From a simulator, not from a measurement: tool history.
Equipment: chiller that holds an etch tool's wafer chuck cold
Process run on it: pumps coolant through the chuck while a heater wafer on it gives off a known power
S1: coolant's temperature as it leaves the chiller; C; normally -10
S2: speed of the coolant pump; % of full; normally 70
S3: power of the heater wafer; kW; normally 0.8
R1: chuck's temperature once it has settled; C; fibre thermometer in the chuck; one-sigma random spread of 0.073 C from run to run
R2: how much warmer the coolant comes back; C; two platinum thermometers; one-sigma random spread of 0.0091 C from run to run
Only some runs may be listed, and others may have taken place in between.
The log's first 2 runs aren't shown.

run 3 hour=184 | S1=-10 S2=81 S3=0.8 | R1=-1.94 R2=2.32
run 4 hour=274.6 | S1=-10 S2=81 S3=0.8 | R1=-1.85 R2=2.325
run 5 hour=399.8 | S1=-10 S2=70 S3=0.8 | R1=-0.77 R2=2.728
run 6 hour=548.1 | S1=-10 S2=70 S3=0.8 | R1=-0.68 R2=2.747
run 7 hour=686.6 | S1=-10 S2=70 S3=0.8 | R1=-0.61 R2=2.723
run 8 hour=832.2 | S1=-17 S2=70 S3=0.8 | R1=-7.58 R2=2.729
run 9 hour=959.5 | S1=-17 S2=70 S3=0.8 | R1=-7.61 R2=2.744
run 10 hour=1043.9 | S1=-17 S2=70 S3=0.8 | R1=-7.78 R2=2.756
run 11 hour=1195 | S1=-17 S2=70 S3=0.8 | R1=-7.45 R2=2.747
run 12 hour=1295.1 | S1=-12 S2=70 S3=0.8 | R1=-2.49 R2=2.762
run 13 hour=1424.1 | S1=-10 S2=70 S3=0.8 | R1=-0.58 R2=2.751
run 14 hour=1553.3 | S1=-10 S2=70 S3=0.8 | R1=-0.48 R2=2.763
run 15 hour=1686.7 | S1=-14 S2=70 S3=0.8 | R1=-4.44 R2=2.767
run 16 hour=1797 | S1=-8 S2=70 S3=0.873 | R1=2.44 R2=3.027
run 17 hour=1867.4 | S1=-2 S2=84 S3=0.886 | R1=7.11 R2=2.52
-- hour=1877.9 chiller's thermometer calibrated
run 18 hour=2006.8 | S1=-2 S2=84 S3=0.886 | R1=7.44 R2=2.495
run 19 hour=2094.4 | S1=-3 S2=70 S3=0.955 | R1=8.77 R2=3.314
-- hour=2146.5 chiller's thermometer calibrated, once more
run 20 hour=2200.4 | S1=-10 S2=75 S3=0.8 | R1=-1.39 R2=2.573
run 21 hour=2263.8 | S1=-12 S2=87 S3=0.8 | R1=-4.38 R2=2.173
run 22 hour=2401.6 | S1=-12 S2=87 S3=0.8 | R1=-4.46 R2=2.185
run 23 hour=2543.1 | S1=-14 S2=70 S3=0.8 | R1=-4.77 R2=2.798
run 24 hour=2610.8 | S1=-14 S2=70 S3=0.8 | R1=-4.71 R2=2.781
run 25 hour=2735.1 | S1=-14 S2=70 S3=0.8 | R1=-4.72 R2=2.788

The next listed run, before its measurement:
run 26 hour=2840.3 | S1=-17 S2=70 S3=0.545 | R1=? R2=?

R1: -10.63 C
R2: 1.9 C
Minus the tool's unlogged condition, the same run would have read R1 -11.34 C, R2 1.805 C.
